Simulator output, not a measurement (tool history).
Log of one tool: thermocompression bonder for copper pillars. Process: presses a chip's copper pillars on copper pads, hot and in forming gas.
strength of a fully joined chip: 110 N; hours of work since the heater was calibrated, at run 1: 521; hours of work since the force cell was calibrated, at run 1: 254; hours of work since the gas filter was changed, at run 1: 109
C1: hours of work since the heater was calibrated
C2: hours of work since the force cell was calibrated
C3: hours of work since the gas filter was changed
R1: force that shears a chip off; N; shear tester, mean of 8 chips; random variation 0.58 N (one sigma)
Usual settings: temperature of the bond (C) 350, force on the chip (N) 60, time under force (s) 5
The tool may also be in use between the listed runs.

run 1 hour=0.0 | temperature_of_the_bond_(C)=350 force_on_the_chip_(N)=60 time_under_force_(s)=5 | C1=521 C2=254 C3=109 | R1=44.0
run 2 hour=15.7 | temperature_of_the_bond_(C)=350 force_on_the_chip_(N)=60 time_under_force_(s)=5 | C1=528 C2=261 C3=116 | R1=43.3
run 3 hour=26.8 | temperature_of_the_bond_(C)=350 force_on_the_chip_(N)=60 time_under_force_(s)=5 | C1=534 C2=266 C3=122 | R1=43.6
run 4 hour=34.2 | temperature_of_the_bond_(C)=350 force_on_the_chip_(N)=60 time_under_force_(s)=3 | C1=537 C2=270 C3=125 | R1=36.3
run 5 hour=43.2 | temperature_of_the_bond_(C)=356 force_on_the_chip_(N)=60 time_under_force_(s)=3 | C1=541 C2=274 C3=129 | R1=37.6
run 6 hour=52.8 | temperature_of_the_bond_(C)=350 force_on_the_chip_(N)=60 time_under_force_(s)=8 | C1=546 C2=278 C3=134 | R1=52.4
run 7 hour=59.6 | temperature_of_the_bond_(C)=350 force_on_the_chip_(N)=60 time_under_force_(s)=8 | C1=549 C2=282 C3=137 | R1=52.4
run 8 hour=75.1 | temperature_of_the_bond_(C)=350 force_on_the_chip_(N)=60 time_under_force_(s)=8 | C1=556 C2=289 C3=144 | R1=51.1
run 9 hour=85.4 | temperature_of_the_bond_(C)=350 force_on_the_chip_(N)=60 time_under_force_(s)=8 | C1=561 C2=294 C3=149 | R1=51.1
run 10 hour=96.8 | temperature_of_the_bond_(C)=350 force_on_the_chip_(N)=60 time_under_force_(s)=8 | C1=567 C2=299 C3=155 | R1=50.9
run 11 hour=106.7 | temperature_of_the_bond_(C)=350 force_on_the_chip_(N)=60 time_under_force_(s)=8 | C1=571 C2=304 C3=159 | R1=51.9
run 12 hour=115.1 | temperature_of_the_bond_(C)=350 force_on_the_chip_(N)=60 time_under_force_(s)=8 | C1=575 C2=308 C3=163 | R1=52.5
run 13 hour=130.1 | temperature_of_the_bond_(C)=371 force_on_the_chip_(N)=60 time_under_force_(s)=5 | C1=582 C2=315 C3=170 | R1=51.8
run 14 hour=145.9 | temperature_of_the_bond_(C)=350 force_on_the_chip_(N)=60 time_under_force_(s)=5 | C1=590 C2=323 C3=178 | R1=44.2
run 15 hour=159.0 | temperature_of_the_bond_(C)=350 force_on_the_chip_(N)=60 time_under_force_(s)=5 | C1=596 C2=329 C3=184 | R1=43.2
run 16 hour=171.2 | temperature_of_the_bond_(C)=350 force_on_the_chip_(N)=60 time_under_force_(s)=5 | C1=602 C2=334 C3=190 | R1=45.8
run 17 hour=184.4 | temperature_of_the_bond_(C)=334 force_on_the_chip_(N)=87 time_under_force_(s)=8 | C1=608 C2=341 C3=196 | R1=59.9
-- hour=186.7 force cell calibrated
run 18 hour=196.6 | temperature_of_the_bond_(C)=334 force_on_the_chip_(N)=87 time_under_force_(s)=8 | C1=613 C2=5 C3=201 | R1=61.2
run 19 hour=211.1 | temperature_of_the_bond_(C)=322 force_on_the_chip_(N)=84 time_under_force_(s)=13 | C1=620 C2=12 C3=208 | R1=63.9
run 20 hour=218.8 | temperature_of_the_bond_(C)=322 force_on_the_chip_(N)=84 time_under_force_(s)=13 | C1=624 C2=15 C3=212 | R1=63.3
-- hour=222.9 heater calibrated with a thermocouple chip
run 21 hour=232.8 | temperature_of_the_bond_(C)=373 force_on_the_chip_(N)=52 time_under_force_(s)=14 | C1=5 C2=21 C3=217 | R1=62.3
run 22 hour=245.5 | temperature_of_the_bond_(C)=359 force_on_the_chip_(N)=87 time_under_force_(s)=3 | C1=11 C2=27 C3=223 | R1=48.9
-- hour=253.2 force cell calibrated, once more
run 23 hour=253.7 | temperature_of_the_bond_(C)=359 force_on_the_chip_(N)=87 time_under_force_(s)=3 | C1=14 C2=0 C3=226 | R1=48.5
run 24 hour=264.1 | temperature_of_the_bond_(C)=350 force_on_the_chip_(N)=60 time_under_force_(s)=4 | C1=19 C2=5 C3=231 | R1=35.4
run 25 hour=273.9 | temperature_of_the_bond_(C)=350 force_on_the_chip_(N)=89 time_under_force_(s)=6 | C1=23 C2=10 C3=236 | R1=58.2
run 26 hour=289.3 | temperature_of_the_bond_(C)=350 force_on_the_chip_(N)=47 time_under_force_(s)=3 | C1=31 C2=17 C3=243 | R1=26.3
run 27 hour=303.8 | temperature_of_the_bond_(C)=350 force_on_the_chip_(N)=47 time_under_force_(s)=3 | C1=38 C2=24 C3=250 | R1=26.0

5 ways to go on from here, each from the tool as it stands after run 27. What would each give?
run A hour=318.0 | temperature_of_the_bond_(C)=350 force_on_the_chip_(N)=60 time_under_force_(s)=5 | C1=44 C2=31 C3=257 | R1=?
run B hour=318.0 | temperature_of_the_bond_(C)=350 force_on_the_chip_(N)=47 time_under_force_(s)=6 | C1=44 C2=31 C3=257 | R1=?
run C hour=318.0 | temperature_of_the_bond_(C)=362 force_on_the_chip_(N)=73 time_under_force_(s)=7 | C1=44 C2=31 C3=257 | R1=?
run D hour=318.0 | temperature_of_the_bond_(C)=351 force_on_the_chip_(N)=52 time_under_force_(s)=5 | C1=44 C2=31 C3=257 | R1=?
run E hour=318.0 | temperature_of_the_bond_(C)=376 force_on_the_chip_(N)=47 time_under_force_(s)=3 | C1=44 C2=31 C3=257 | R1=?

run=A R1=39.5
run=B R1=33.7
run=C R1=56.4
run=D R1=35.8
run=E R1=32.9
Without the tool's hidden state the same runs would have given:
run=A R1=41.0
run=B R1=35.0
run=C R1=58.9
run=D R1=37.1
run=E R1=34.2
